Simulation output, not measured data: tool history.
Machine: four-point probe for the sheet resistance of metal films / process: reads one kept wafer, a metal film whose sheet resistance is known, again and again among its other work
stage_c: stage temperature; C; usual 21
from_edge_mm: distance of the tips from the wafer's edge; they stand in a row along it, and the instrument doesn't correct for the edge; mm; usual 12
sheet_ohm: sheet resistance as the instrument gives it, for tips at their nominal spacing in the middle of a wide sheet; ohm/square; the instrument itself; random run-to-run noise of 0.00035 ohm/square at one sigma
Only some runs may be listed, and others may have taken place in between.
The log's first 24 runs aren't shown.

run	hour	stage_c	from_edge_mm	sheet_ohm
25	1868.9	21	12	1.758234
26	1923.1	21	12	1.758919
27	1985.2	20	12	1.758384
28	2079.3	28	12	1.754461
# hour 2139: new probe head fitted
29	2185.2	20	6	1.797921
30	2280.9	20	6	1.797725
31	2351.8	27	4	1.843526
32	2431.1	25	3	1.906993
33	2524.3	25	3	1.90675
34	2600.3	22	9	1.773676
35	2691.1	29	7	1.78248
36	2734.5	26	8	1.776794
37	2794.8	22	16	1.761089
38	2853.6	22	16	1.760414
39	2909.4	29	16	1.757301
40	2952.8	33	38	1.751825
41	3048.5	19	47	1.756586

Forecast run 42:
42	3108.5	19	47	?

Run 42 yielded sheet_ohm 1.756518 ohm/square.
On a tool with no hidden condition, and with the same random variation, this run would have come out at sheet_ohm 1.758384 ohm/square.
